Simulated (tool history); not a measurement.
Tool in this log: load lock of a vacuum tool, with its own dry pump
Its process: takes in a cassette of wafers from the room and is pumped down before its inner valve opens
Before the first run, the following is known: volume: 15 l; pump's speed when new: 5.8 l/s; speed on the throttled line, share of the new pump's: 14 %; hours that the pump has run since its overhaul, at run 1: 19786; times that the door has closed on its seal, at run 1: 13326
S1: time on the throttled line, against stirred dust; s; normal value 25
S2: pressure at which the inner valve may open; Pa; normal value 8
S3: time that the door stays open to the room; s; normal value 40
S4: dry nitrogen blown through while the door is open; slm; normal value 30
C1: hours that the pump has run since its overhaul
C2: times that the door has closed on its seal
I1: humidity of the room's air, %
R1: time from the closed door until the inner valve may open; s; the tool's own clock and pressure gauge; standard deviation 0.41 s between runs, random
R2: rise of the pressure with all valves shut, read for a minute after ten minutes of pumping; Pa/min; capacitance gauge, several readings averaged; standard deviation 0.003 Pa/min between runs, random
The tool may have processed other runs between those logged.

run,hour,S1,S2,S3,S4,C1,C2,I1,R1,R2
1,0.0,25,8,40,30,19786,13326,45.5,51.9,0.092
2,221.4,25,8,40,5,20008,13578,44.2,53.1,0.129
3,550.9,25,8,40,5,20337,13952,47.1,53.4,0.139
4,879.0,25,8,40,5,20665,14325,45.3,53.0,0.128
5,1289.8,25,8,40,5,21076,14792,47.8,53.2,0.137
# hour 1761.1: dry pump taken out, an overhauled one fitted
6,1780.1,25,8,40,5,19,15342,43.5,46.2,0.137
7,2192.6,25,8,40,30,432,15811,44.6,46.2,0.111
8,2618.0,25,8,40,30,857,16294,47.5,46.3,0.110
9,2883.7,25,8,40,30,1123,16596,43.9,45.3,0.112
10,3136.8,25,8,40,30,1376,16884,46.9,46.0,0.119
11,3527.3,18,15,40,31,1766,17328,45.8,39.0,0.116
12,3924.6,12,15,94,31,2164,17779,49.4,33.9,0.162
13,4404.2,12,15,94,31,2643,18324,46.5,34.1,0.153
14,4741.9,33,14,28,24,2981,18708,47.2,51.4,0.123
15,5024.6,33,8,40,30,3264,19029,44.2,53.6,0.121
16,5341.6,33,8,40,30,3581,19389,41.4,52.4,0.131
17,5631.6,25,8,40,21,3870,19719,45.7,47.2,0.147
18,5901.8,25,8,52,30,4141,20026,45.2,46.7,0.140
19,6178.5,25,8,148,8,4417,20340,47.0,47.1,0.251

Consider 4 possible next runs. They are alternatives, not a sequence: every one starts from the tool as it was left by run 19. What does each give?
A,6541.8,25,7,151,21,4781,20753,46.7,?,?
B,6541.8,25,8,148,19,4781,20753,45.3,?,?
C,6541.8,25,8,40,7,4781,20753,44.9,?,?
D,6541.8,25,8,99,16,4781,20753,43.6,?,?

run,R1,R2
A,47.5,0.222
B,46.9,0.215
C,47.3,0.164
D,46.9,0.189
Take away the tool's hidden state, keep each run's random variation, and the runs would have read:
run,R1,R2
A,46.6,0.135
B,46.0,0.129
C,46.5,0.077
D,46.0,0.102

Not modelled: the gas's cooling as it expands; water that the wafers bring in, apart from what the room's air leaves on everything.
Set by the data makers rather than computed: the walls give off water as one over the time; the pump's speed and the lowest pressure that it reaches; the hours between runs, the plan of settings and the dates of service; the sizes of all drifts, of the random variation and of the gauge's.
